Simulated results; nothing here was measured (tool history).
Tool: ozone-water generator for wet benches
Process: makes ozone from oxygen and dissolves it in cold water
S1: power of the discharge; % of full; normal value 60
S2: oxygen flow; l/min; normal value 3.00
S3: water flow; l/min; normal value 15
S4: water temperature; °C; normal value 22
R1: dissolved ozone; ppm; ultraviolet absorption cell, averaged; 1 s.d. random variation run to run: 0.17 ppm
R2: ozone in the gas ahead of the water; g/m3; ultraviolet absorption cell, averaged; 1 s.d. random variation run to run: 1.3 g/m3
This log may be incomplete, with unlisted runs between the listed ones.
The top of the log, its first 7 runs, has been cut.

run,day,S1,S2,S3,S4,R1,R2
8,42.042,57,3.00,15,22,18.0,196.2
9,48.958,57,3.00,15,22,17.7,196.1
10,55.708,57,3.00,15,22,17.5,195.1
11,60.204,57,3.00,15,22,17.5,194.0
12,64.675,57,3.00,15,22,17.3,192.5
13,71.329,57,3.00,15,22,17.4,190.4
14,77.150,60,3.00,15,22,17.5,194.5
15,83.479,60,3.00,15,22,17.5,194.9
16,88.192,60,3.00,15,22,17.4,194.2
17,95.362,60,2.33,13,22,19.8,227.6
18,99.021,63,1.95,10,22,24.9,262.3
19,104.792,45,1.54,13,18,17.7,255.9
20,109.704,45,1.54,13,18,17.3,257.0
21,118.221,55,3.00,22,27,10.6,181.0
22,122.712,55,3.00,22,27,10.6,180.4
23,128.229,89,3.87,11,22,23.7,189.5
24,133.792,71,1.79,15,22,17.8,283.6
# day 137.167: contactor cleaned
25,138.371,71,1.79,15,22,18.8,282.9
26,144.500,59,3.48,12,25,18.2,164.2
27,148.842,59,3.48,12,25,18.2,161.3
28,152.679,67,2.95,12,17,22.3,193.3
29,161.121,67,2.95,12,17,21.9,188.4
30,169.271,60,3.00,17,22,14.5,177.2
31,175.625,79,1.86,15,22,18.7,277.6
# day 177.142: water thermometer calibrated
# day 181.975: electrodes of the discharge changed
32,182.117,79,1.86,15,22,27.4,409.2

Branching from run 32: 3 alternative next runs. What would each branch give?
A,189.492,60,3.00,10,16,?,?
B,189.492,60,3.00,11,22,?,?
C,189.492,99,3.00,12,22,?,?

run,R1,R2
A,33.3,244.5
B,28.2,246.7
C,37.6,343.6
Stripped of hidden state, with their random variation kept, the same runs would have yielded:
run,R1,R2
A,34.1,245.9
B,28.9,248.2
C,38.7,346.5
